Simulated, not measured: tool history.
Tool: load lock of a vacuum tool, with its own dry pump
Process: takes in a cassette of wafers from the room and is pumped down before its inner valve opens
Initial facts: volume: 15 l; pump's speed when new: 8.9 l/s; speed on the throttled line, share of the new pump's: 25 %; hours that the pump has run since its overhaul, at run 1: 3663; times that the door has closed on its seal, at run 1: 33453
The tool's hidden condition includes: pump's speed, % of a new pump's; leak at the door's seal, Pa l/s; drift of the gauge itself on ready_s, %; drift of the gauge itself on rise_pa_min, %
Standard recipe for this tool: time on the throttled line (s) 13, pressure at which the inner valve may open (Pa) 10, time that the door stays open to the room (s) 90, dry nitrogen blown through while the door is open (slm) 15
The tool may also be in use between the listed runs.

| run | hour | time on the throttled line (s) | pressure at which the inner valve may open (Pa) | time that the door stays open to the room (s) | dry nitrogen blown through while the door is open (slm) | hours that the pump has run since its overhaul | times that the door has closed on its seal | incoming humidity of the room's air, % | time from the closed door until the inner valve may open (s) | rise of the pressure with all valves shut (Pa/min) |
|---|---|---|---|---|---|---|---|---|---|---|
| 1 | 0 | 13 | 10 | 90 | 15 | 3663 | 33453 | 46.6 | 26.5 | 0.457 |
|  | 316 | door's seal changed, seat wiped |
| 2 | 379.4 | 11 | 10 | 90 | 15 | 4041 | 246 | 41.7 | 24.7 | 0.052 |
| 3 | 1062.4 | 11 | 10 | 90 | 15 | 4724 | 2896 | 46.4 | 24.7 | 0.061 |
| 4 | 1617.2 | 11 | 10 | 90 | 15 | 5279 | 5048 | 44.6 | 24.6 | 0.072 |
| 5 | 2254.3 | 11 | 10 | 90 | 15 | 5916 | 7519 | 43.7 | 24.4 | 0.091 |
| 6 | 2702 | 25 | 10 | 90 | 15 | 6364 | 9256 | 45.8 | 35.3 | 0.096 |
| 7 | 3278 | 25 | 10 | 90 | 15 | 6940 | 11491 | 45.3 | 35.9 | 0.118 |
| 8 | 3793.6 | 25 | 10 | 37 | 15 | 7455 | 13491 | 45.6 | 35.5 | 0.132 |
| 9 | 4415.2 | 20 | 10 | 37 | 15 | 8077 | 15902 | 46.4 | 31.9 | 0.148 |
| 10 | 5122.3 | 9 | 10 | 90 | 15 | 8784 | 18645 | 42.9 | 24.4 | 0.192 |
| 11 | 5769.6 | 9 | 11 | 90 | 15 | 9431 | 21156 | 45.9 | 24 | 0.227 |
| 12 | 6432.4 | 13 | 10 | 90 | 6 | 10094 | 23728 | 47 | 26.9 | 0.27 |
| 13 | 7045.2 | 13 | 10 | 90 | 6 | 10707 | 26105 | 44.7 | 27.8 | 0.308 |
| 14 | 7474.6 | 13 | 10 | 90 | 6 | 11136 | 27771 | 47.7 | 27.6 | 0.35 |
| 15 | 7787.3 | 12 | 19 | 51 | 5 | 11449 | 28983 | 45.7 | 24.8 | 0.344 |
| 16 | 8129.9 | 6 | 12 | 199 | 27 | 11792 | 30313 | 45.9 | 22.5 | 0.368 |
| 17 | 8608.4 | 6 | 12 | 199 | 27 | 12270 | 32169 | 48.4 | 22.1 | 0.401 |
|  | 9195.7 | door's seal changed, seat wiped |
| 18 | 9195.7 | 26 | 10 | 90 | 5 | 12856 | 0 | 48.5 | 36.9 | 0.08 |
| 19 | 9530.5 | 13 | 12 | 90 | 15 | 13191 | 1299 | 47 | 27.4 | 0.066 |
| 20 | 9887.3 | 17 | 12 | 69 | 15 | 13548 | 2683 | 43.8 | 29.7 | 0.06 |
| 21 | 10278.2 | 17 | 12 | 69 | 15 | 13938 | 4199 | 41 | 30.7 | 0.066 |
| 22 | 10604.3 | 21 | 14 | 52 | 30 | 14265 | 5465 | 45.5 | 33 | 0.062 |
| 23 | 10959.4 | 21 | 14 | 52 | 30 | 14620 | 6842 | 42.4 | 33.2 | 0.071 |
| 24 | 11506.8 | 21 | 14 | 52 | 30 | 15167 | 8966 | 44.8 | 33.4 | 0.086 |
| 25 | 11825.1 | 21 | 14 | 52 | 30 | 15485 | 10201 | 42.1 | 33.7 | 0.097 |

Each row is a separate what-if for the run after 25, all from the same tool condition, not one after another. Results?
| A | 12316.4 | 8 | 18 | 52 | 10 | 15977 | 12106 | 46.6 | ? | ? |
| B | 12316.4 | 21 | 14 | 97 | 30 | 15977 | 12106 | 45 | ? | ? |
| C | 12316.4 | 25 | 14 | 34 | 9 | 15977 | 12106 | 43.6 | ? | ? |
| D | 12316.4 | 21 | 12 | 53 | 30 | 15977 | 12106 | 46.7 | ? | ? |

| run | time from the closed door until the inner valve may open (s) | rise of the pressure with all valves shut (Pa/min) |
|---|---|---|
| A | 23.8 | 0.133 |
| B | 33.4 | 0.126 |
| C | 35.7 | 0.127 |
| D | 33 | 0.118 |
Had the tool no hidden state, the same runs would have come out as:
| run | time from the closed door until the inner valve may open (s) | rise of the pressure with all valves shut (Pa/min) |
|---|---|---|
| A | 21 | 0.049 |
| B | 31.2 | 0.042 |
| C | 33.7 | 0.046 |
| D | 30.7 | 0.034 |

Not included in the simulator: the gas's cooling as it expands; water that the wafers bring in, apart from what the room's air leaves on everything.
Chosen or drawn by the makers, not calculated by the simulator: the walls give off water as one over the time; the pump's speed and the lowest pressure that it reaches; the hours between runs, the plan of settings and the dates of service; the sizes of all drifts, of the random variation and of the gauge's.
